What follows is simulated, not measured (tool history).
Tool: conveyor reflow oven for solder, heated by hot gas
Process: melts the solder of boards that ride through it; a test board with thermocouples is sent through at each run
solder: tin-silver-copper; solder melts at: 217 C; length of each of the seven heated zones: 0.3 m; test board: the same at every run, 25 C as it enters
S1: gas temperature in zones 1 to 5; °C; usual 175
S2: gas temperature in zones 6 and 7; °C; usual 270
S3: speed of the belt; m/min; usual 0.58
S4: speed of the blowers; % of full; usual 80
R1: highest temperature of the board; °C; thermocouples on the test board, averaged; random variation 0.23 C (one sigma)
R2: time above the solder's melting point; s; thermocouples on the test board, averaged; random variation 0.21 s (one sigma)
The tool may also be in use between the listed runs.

| run | day | S1 | S2 | S3 | S4 | R1 | R2 |
|---|---|---|---|---|---|---|---|
| 1 | 0 | 175 | 270 | 0.58 | 80 | 256 | 49.9 |
|  | 1.317 | flux residue cleaned out of gas plates and filters |
| 2 | 1.858 | 175 | 270 | 0.58 | 80 | 257.5 | 51.2 |
| 3 | 4.254 | 175 | 270 | 0.674 | 80 | 252.4 | 41.1 |
| 4 | 5.867 | 175 | 270 | 0.674 | 80 | 252.4 | 40.8 |
| 5 | 7.233 | 175 | 274 | 0.58 | 80 | 260.7 | 52.6 |
| 6 | 9.083 | 175 | 274 | 0.58 | 80 | 260.9 | 52.6 |
| 7 | 11.5 | 175 | 270 | 0.58 | 80 | 256.6 | 50.8 |
|  | 12.362 | flux residue cleaned out of gas plates and filters |
| 8 | 14.496 | 175 | 270 | 0.58 | 80 | 257.5 | 51.4 |
| 9 | 16.962 | 180 | 270 | 0.58 | 80 | 258.5 | 53.2 |
| 10 | 18.304 | 175 | 270 | 0.58 | 80 | 257.8 | 51.6 |
| 11 | 20.196 | 175 | 270 | 0.67 | 80 | 252.4 | 41.5 |
| 12 | 22.454 | 175 | 270 | 0.67 | 80 | 252.4 | 41.4 |
|  | 23.375 | flux residue cleaned out of gas plates and filters |
| 13 | 24.392 | 175 | 270 | 0.67 | 80 | 254.2 | 42.5 |
| 14 | 26.108 | 177 | 270 | 0.58 | 80 | 258.7 | 53.4 |
| 15 | 28.188 | 175 | 270 | 0.58 | 80 | 258 | 52.3 |
| 16 | 30.162 | 175 | 270 | 0.58 | 80 | 257.7 | 52.1 |
| 17 | 31.929 | 175 | 270 | 0.58 | 80 | 257.7 | 51.7 |
| 18 | 33.558 | 175 | 270 | 0.58 | 80 | 258.2 | 51.9 |
|  | 34.521 | flux residue cleaned out of gas plates and filters |
| 19 | 34.992 | 175 | 270 | 0.58 | 80 | 259.6 | 52.8 |
| 20 | 37.483 | 175 | 270 | 0.58 | 80 | 259.4 | 52.8 |
|  | 38.958 | belt drive overhauled, speed set with a stopwatch |
| 21 | 38.971 | 164 | 270 | 0.642 | 74 | 251.3 | 38.7 |
| 22 | 40.85 | 164 | 270 | 0.642 | 74 | 251.6 | 38.4 |
| 23 | 42.275 | 164 | 270 | 0.642 | 74 | 250.7 | 37.9 |
| 24 | 44.962 | 182 | 270 | 0.642 | 70 | 254 | 44.2 |
|  | 45.638 | flux residue cleaned out of gas plates and filters |
| 25 | 46.496 | 175 | 269 | 0.672 | 71 | 251.6 | 39.2 |
| 26 | 48.358 | 174 | 270 | 0.58 | 85 | 259.3 | 50.8 |
| 27 | 49.762 | 175 | 270 | 0.58 | 76 | 257.7 | 50.2 |
| 28 | 51.608 | 175 | 270 | 0.58 | 57 | 253.7 | 47.2 |
| 29 | 52.804 | 188 | 279 | 0.58 | 80 | 268.5 | 58.3 |
| 30 | 53.958 | 188 | 270 | 0.58 | 72 | 259.1 | 54.5 |

Hidden state or all else? Some run-to-run changes of R1, split into what the settings, what came in and random variation would give without the hidden state, and what is left for the hidden state (with any gauge scatter that isn't in both results):
The hidden state here: heat that the gas passes to the board, % of a clean oven's; belt's true speed, % of the reading; true gas temperature in zones 6 and 7 over the reading, C; drift of the gauge itself on peak_c, C; drift of the gauge itself on liquid_s, %.
Run 1 -> 2: flux residue cleaned out of gas plates and filters. R1 +1.5 °C: hidden state +1.5, all else +0.
Run 4 -> 5: S2 270 -> 274, S3 0.674 -> 0.58. R1 +8.3 °C: hidden state -0.1, all else +8.4.
Run 12 -> 13: flux residue cleaned out of gas plates and filters. R1 +1.8 °C: hidden state +1.7, all else +0.1.
Run 18 -> 19: flux residue cleaned out of gas plates and filters. R1 +1.4 °C: hidden state +1.5, all else -0.1.
Run 28 -> 29: S1 175 -> 188, S2 270 -> 279, S4 57 -> 80. R1 +14.8 °C: hidden state -0.1, all else +14.9.
Run 29 -> 30: S2 279 -> 270, S4 80 -> 72. R1 -9.4 °C: hidden state -0.1, all else -9.3.
